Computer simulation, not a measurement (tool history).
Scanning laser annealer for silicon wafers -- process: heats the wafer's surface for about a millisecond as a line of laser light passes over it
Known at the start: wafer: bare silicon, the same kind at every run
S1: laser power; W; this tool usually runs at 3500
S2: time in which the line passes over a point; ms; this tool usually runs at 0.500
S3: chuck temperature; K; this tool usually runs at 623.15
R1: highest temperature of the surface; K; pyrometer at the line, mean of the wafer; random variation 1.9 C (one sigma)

run   hour    S1     S2      S3       R1
  1    0.0  3500  0.500  623.15  1422.15
  2   30.1  3500  0.500  623.15  1426.15
  3   49.5  3500  0.500  623.15  1423.15
  4   81.9  3500  0.500  623.15  1421.15
      96.5  -- window over the wafer cleaned
  5   99.5  3834  0.500  623.15  1538.15
  6  116.1  3834  0.500  623.15  1540.15
  7  130.1  3500  0.500  623.15  1461.15
  8  154.5  3500  0.500  623.15  1459.15
  9  170.1  3500  0.500  623.15  1457.15
 10  187.7  3500  0.500  623.15  1458.15
 11  213.1  3500  0.500  623.15  1453.15
 12  243.9  3500  0.500  623.15  1455.15
 13  267.1  3500  0.500  623.15  1453.15
 14  287.7  3640  0.560  612.15  1532.15
 15  304.1  3590  0.441  630.15  1420.15
 16  325.4  3590  0.441  630.15  1420.15
 17  348.8  3113  0.359  631.15  1240.15
 18  378.2  3456  0.571  623.15  1502.15
 19  393.0  3456  0.571  623.15  1501.15
 20  423.1  3456  0.571  623.15  1504.15
 21  443.2  3456  0.571  662.15  1539.15
 22  473.5  3134  0.500  586.15  1324.15
 23  500.5  3361  0.534  613.15  1432.15
 24  517.7  3361  0.534  613.15  1434.15

Here are 3 independent what-if runs from the current tool condition. What would each one return?
  A  539.0  3361  0.534  600.15   ?
  B  539.0  3381  0.374  611.15   ?
  C  539.0  3500  0.500  642.15   ?

run       R1
  A  1422.15
  B  1278.15
  C  1461.15
The same runs, with their run-to-run variation unchanged, on a tool lacking any hidden condition would have given:
run       R1
  A  1446.15
  B  1298.15
  C  1485.15

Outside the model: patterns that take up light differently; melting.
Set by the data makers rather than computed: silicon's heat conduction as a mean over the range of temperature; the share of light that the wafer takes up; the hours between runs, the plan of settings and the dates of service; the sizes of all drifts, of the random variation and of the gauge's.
